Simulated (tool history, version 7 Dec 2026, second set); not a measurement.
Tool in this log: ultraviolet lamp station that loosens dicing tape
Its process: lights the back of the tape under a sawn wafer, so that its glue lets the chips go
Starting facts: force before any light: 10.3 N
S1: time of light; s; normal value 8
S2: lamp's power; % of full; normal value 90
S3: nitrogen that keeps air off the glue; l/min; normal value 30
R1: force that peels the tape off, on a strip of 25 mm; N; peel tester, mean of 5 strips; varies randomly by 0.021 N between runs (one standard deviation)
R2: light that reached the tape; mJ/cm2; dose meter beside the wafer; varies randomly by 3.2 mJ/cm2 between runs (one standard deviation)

| run | hour | S1 | S2 | S3 | R1 | R2 |
|---|---|---|---|---|---|---|
| 1 | 0.0 | 8 | 90 | 30 | 1.257 | 464 |
| 2 | 25.2 | 8 | 90 | 30 | 1.303 | 457 |
| 3 | 63.9 | 8 | 61 | 30 | 2.465 | 303 |
| 4 | 108.2 | 9 | 90 | 30 | 1.072 | 501 |
| 5 | 151.3 | 8 | 90 | 32 | 1.343 | 432 |
| 6 | 191.3 | 8 | 90 | 32 | 1.376 | 429 |
| 7 | 230.8 | 8 | 90 | 32 | 1.410 | 424 |
| 8 | 257.2 | 8 | 90 | 15 | 2.049 | 417 |
|  | 272.9 | window cleaned of glue's vapour |
| 9 | 294.7 | 8 | 90 | 15 | 2.285 | 401 |
| 10 | 336.5 | 8 | 90 | 15 | 2.301 | 394 |
| 11 | 382.6 | 8 | 90 | 15 | 2.357 | 387 |
| 12 | 414.7 | 8 | 90 | 30 | 1.735 | 381 |
| 13 | 465.7 | 8 | 90 | 30 | 1.808 | 370 |
|  | 491.5 | window cleaned of glue's vapour, once more |
| 14 | 504.9 | 8 | 90 | 30 | 1.420 | 427 |
| 15 | 535.2 | 8 | 90 | 30 | 1.471 | 418 |
| 16 | 568.1 | 8 | 90 | 30 | 1.511 | 420 |
| 17 | 593.3 | 8 | 90 | 30 | 1.527 | 420 |
| 18 | 636.6 | 8 | 90 | 30 | 1.584 | 405 |
| 19 | 658.5 | 4 | 90 | 30 | 3.837 | 200 |
| 20 | 709.9 | 4 | 64 | 30 | 5.161 | 141 |
| 21 | 757.0 | 4 | 64 | 30 | 5.382 | 138 |
| 22 | 781.6 | 4 | 64 | 30 | 5.158 | 139 |
|  | 795.7 | window cleaned of glue's vapour |
| 23 | 828.6 | 8 | 99 | 30 | 1.339 | 442 |
| 24 | 864.9 | 7 | 70 | 53 | 2.336 | 271 |
| 25 | 909.0 | 7 | 70 | 53 | 2.399 | 265 |
| 26 | 942.1 | 15 | 90 | 13 | 0.838 | 723 |
| 27 | 982.6 | 10 | 64 | 17 | 2.635 | 337 |
| 28 | 1018.7 | 8 | 85 | 30 | 2.029 | 358 |
| 29 | 1045.1 | 8 | 71 | 30 | 2.578 | 292 |
| 30 | 1095.6 | 5 | 96 | 50 | 2.796 | 239 |
|  | 1100.1 | window cleaned of glue's vapour |
| 31 | 1137.1 | 8 | 80 | 50 | 1.737 | 337 |
| 32 | 1161.4 | 5 | 85 | 50 | 3.202 | 224 |
| 33 | 1182.6 | 15 | 97 | 10 | 0.889 | 752 |
| 34 | 1209.0 | 8 | 90 | 12 | 2.665 | 375 |
| 35 | 1261.2 | 8 | 76 | 43 | 2.069 | 308 |
| 36 | 1295.9 | 5 | 66 | 40 | 4.263 | 165 |
| 37 | 1329.0 | 9 | 90 | 30 | 1.594 | 398 |
| 38 | 1367.8 | 9 | 68 | 30 | 2.524 | 298 |
|  | 1403.2 | window cleaned of glue's vapour |
| 39 | 1418.7 | 5 | 70 | 30 | 4.577 | 178 |
| 40 | 1448.9 | 5 | 82 | 30 | 3.961 | 206 |
| 41 | 1495.6 | 5 | 82 | 30 | 3.846 | 201 |
| 42 | 1533.2 | 8 | 83 | 16 | 2.927 | 326 |

4 options for the next run, each taken on its own from the tool as it stands now. Forecast them:
| A | 1579.0 | 10 | 69 | 16 | ? | ? |
| B | 1579.0 | 13 | 93 | 11 | ? | ? |
| C | 1579.0 | 8 | 60 | 30 | ? | ? |
| D | 1579.0 | 8 | 83 | 28 | ? | ? |

| run | R1 | R2 |
|---|---|---|
| A | 2.825 | 323 |
| B | 1.369 | 576 |
| C | 3.373 | 226 |
| D | 2.380 | 317 |
With the hidden condition removed and each run's random variation left untouched, the same runs would have given:
| run | R1 | R2 |
|---|---|---|
| A | 1.566 | 482 |
| B | 0.626 | 857 |
| C | 2.031 | 338 |
| D | 1.244 | 471 |

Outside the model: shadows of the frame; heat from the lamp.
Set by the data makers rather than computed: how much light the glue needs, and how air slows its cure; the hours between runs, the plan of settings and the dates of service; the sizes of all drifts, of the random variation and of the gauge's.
